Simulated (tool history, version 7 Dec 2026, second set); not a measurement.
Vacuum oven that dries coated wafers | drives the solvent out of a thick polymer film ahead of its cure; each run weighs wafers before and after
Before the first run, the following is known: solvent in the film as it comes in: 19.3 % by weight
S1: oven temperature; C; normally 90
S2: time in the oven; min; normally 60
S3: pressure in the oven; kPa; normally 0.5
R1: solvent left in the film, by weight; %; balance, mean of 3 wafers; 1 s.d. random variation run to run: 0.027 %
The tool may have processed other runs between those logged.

run,hour,S1,S2,S3,R1
1,0,90,60,0.5,3.75
2,37.2,90,60,0.5,3.73
3,56,103,60,0.5,0.89
4,74.6,103,60,0.5,0.92
5,93.7,103,60,0.5,0.9
6,111.9,76,60,0.5,8.3
7,153.5,76,60,0.5,8.29
8,191.8,76,60,0.5,8.3
9,220.3,90,60,0.5,3.75
10,257,90,41,0.5,5.85
11,296.3,90,60,0.5,3.78
12,340.3,90,60,0.5,3.76
13,375,90,60,1.304,4.04
14,411.3,90,60,1.304,3.98
15,453.3,90,60,1.304,3.98
16,484.4,90,60,1.304,3.98
17,523.4,90,60,1.304,4.01
18,553.6,90,60,1.304,4
# hour 559.8: oven's thermocouples calibrated
19,593.1,90,60,1.304,4.09
20,623.9,92,60,0.5,3.41
21,662.3,90,60,0.407,3.87
22,695.5,90,60,0.407,3.85
23,732.6,90,60,0.407,3.9
24,759.9,76,49,1.977,9.97
25,797.7,79,30,0.705,10.96
# hour 812: oven's thermocouples calibrated, once more
26,838.4,79,30,0.705,10.71
27,880.8,79,30,1.732,10.86
28,919,98,77,1.322,1.12
29,946.1,98,77,1.322,1.14
30,988.1,98,77,1.322,1.04
31,1027,89,56,0.5,4.26
32,1071.1,89,56,0.5,4.28
33,1099.7,83,56,0.5,6.2
34,1136.4,97,47,0.5,2.85
35,1154.5,97,47,0.5,2.87
36,1177.5,90,48,0.943,4.87
37,1206,101,60,1.272,1.28
38,1236.4,85,62,1.272,5.23
39,1255,85,62,1.272,5.19
40,1287.5,85,62,1.272,5.26
41,1318,85,30,1.206,9.16
42,1350.8,88,70,0.691,3.51
43,1374.6,88,59,0.391,4.28
44,1406.1,88,39,0.269,6.62
45,1429.6,79,90,1.187,5.27
46,1472,98,44,0.834,3.02

Some steps in R1 between neighbouring runs. How much of each would the tool show without its hidden state too (settings, what came in, random variation), and how much is left for the hidden state, with any gauge scatter that isn't in both results?
The hidden state here: true wafer temperature over the reading, C; true pressure over the reading, kPa; drift of the gauge itself on solvent_pct, %.
Run 2 -> 3: S1 90 -> 103. R1 -2.84 %: hidden state -0.1, all else -2.74.
Run 5 -> 6: S1 103 -> 76. R1 +7.4 %: hidden state +0.13, all else +7.27.
Run 23 -> 24: S1 90 -> 76, S2 60 -> 49, S3 0.407 -> 1.977. R1 +6.07 %: hidden state +0.03, all else +6.04.
Run 25 -> 26: oven's thermocouples calibrated, once more. R1 -0.25 %: hidden state -0.34, all else +0.09.
Run 27 -> 28: S1 79 -> 98, S2 30 -> 77, S3 1.732 -> 1.322. R1 -9.74 %: hidden state +0.02, all else -9.76.

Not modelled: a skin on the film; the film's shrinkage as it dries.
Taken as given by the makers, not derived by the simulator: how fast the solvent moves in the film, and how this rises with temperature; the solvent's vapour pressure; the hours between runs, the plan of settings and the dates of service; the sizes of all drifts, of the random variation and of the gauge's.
